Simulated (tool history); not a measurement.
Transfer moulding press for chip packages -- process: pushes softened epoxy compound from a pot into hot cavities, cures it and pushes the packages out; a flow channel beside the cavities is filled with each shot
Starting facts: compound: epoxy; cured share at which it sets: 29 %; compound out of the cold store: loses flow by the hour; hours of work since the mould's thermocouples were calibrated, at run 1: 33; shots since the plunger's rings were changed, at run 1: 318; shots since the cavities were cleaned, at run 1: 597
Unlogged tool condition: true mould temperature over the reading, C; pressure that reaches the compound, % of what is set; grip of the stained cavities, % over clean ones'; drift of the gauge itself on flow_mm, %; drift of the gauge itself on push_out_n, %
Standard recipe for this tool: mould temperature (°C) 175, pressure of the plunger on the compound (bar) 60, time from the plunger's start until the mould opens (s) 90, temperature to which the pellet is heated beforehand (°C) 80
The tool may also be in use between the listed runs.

run,hour,mould temperature (°C),pressure of the plunger on the compound (bar),time from the plunger's start until the mould opens (s),temperature to which the pellet is heated beforehand (°C),hours of work since the mould's thermocouples were calibrated,shots since the plunger's rings were changed,shots since the cavities were cleaned,incoming compound's hours out of the cold store,length that the compound runs in the flow channel (mm),greatest force on the pins that push the packages out (N)
1,0,175,60,90,80,33,318,597,12.3,896,691
2,11.6,179,60,90,80,39,426,705,39.4,766,538
3,25,175,60,90,80,46,549,828,23.6,833,718
4,34.7,175,60,89,80,51,639,918,28.6,804,746
5,44.1,175,60,89,80,56,725,1004,8.1,900,805
6,57.7,175,60,89,80,63,850,1129,25.2,816,780
# hour 62.7: cavities cleaned with cleaning compound and waxed
7,68.5,179,60,90,80,67,936,53,29.3,785,746
8,75.5,179,60,90,80,71,1001,118,17.5,840,744
9,88.2,179,60,90,80,77,1118,235,8.5,874,715
10,94.3,179,60,90,80,80,1174,291,25,805,719
11,101.9,175,60,90,80,84,1244,361,22.9,828,877
12,113.8,175,60,90,80,90,1353,470,18.9,844,883
# hour 124.9: cavities cleaned with cleaning compound and waxed, once more
13,127.5,175,60,72,80,97,1466,24,35.4,762,640
14,134.8,175,60,90,80,100,1534,92,13.3,862,456
15,141.8,175,60,90,80,104,1597,155,19.9,828,496
16,151,172,60,90,80,109,1683,241,18.4,845,658
17,160.1,172,60,90,80,113,1767,325,25,817,713
18,173.8,175,60,79,80,120,1893,451,26.1,792,833
19,186.8,167,62.7,85,85,127,2012,570,12,907,1438
20,196.2,178,66,103,81,132,2099,657,31.3,809,486
21,202.8,175,67.6,79,80,135,2160,718,43.3,774,852
22,212.8,175,46.5,79,80,140,2253,811,37.4,661,925
23,224.6,169,59.1,114,84,146,2361,919,12.8,862,706
24,233.9,171,62,129,83,151,2447,1005,39.4,760,538
25,242.7,178,73.3,76,83,155,2527,1085,12.9,932,973
26,248.5,178,69.6,76,83,158,2581,1139,45.6,761,861
# hour 252: cavities cleaned with cleaning compound and waxed
27,258.7,168,45.2,76,83,163,2662,63,23.7,717,973
28,264.9,173,60,93,82,166,2718,119,38.1,741,451

Run 29 has not been measured yet. What should we expect?
29,277.7,173,60,93,82,173,2837,238,33,?,?

Run 29 yielded length that the compound runs in the flow channel (mm) 765, greatest force on the pins that push the packages out (N) 541.
With no hidden state in the tool, this same run would have given length that the compound runs in the flow channel (mm) 807, greatest force on the pins that push the packages out (N) 374.
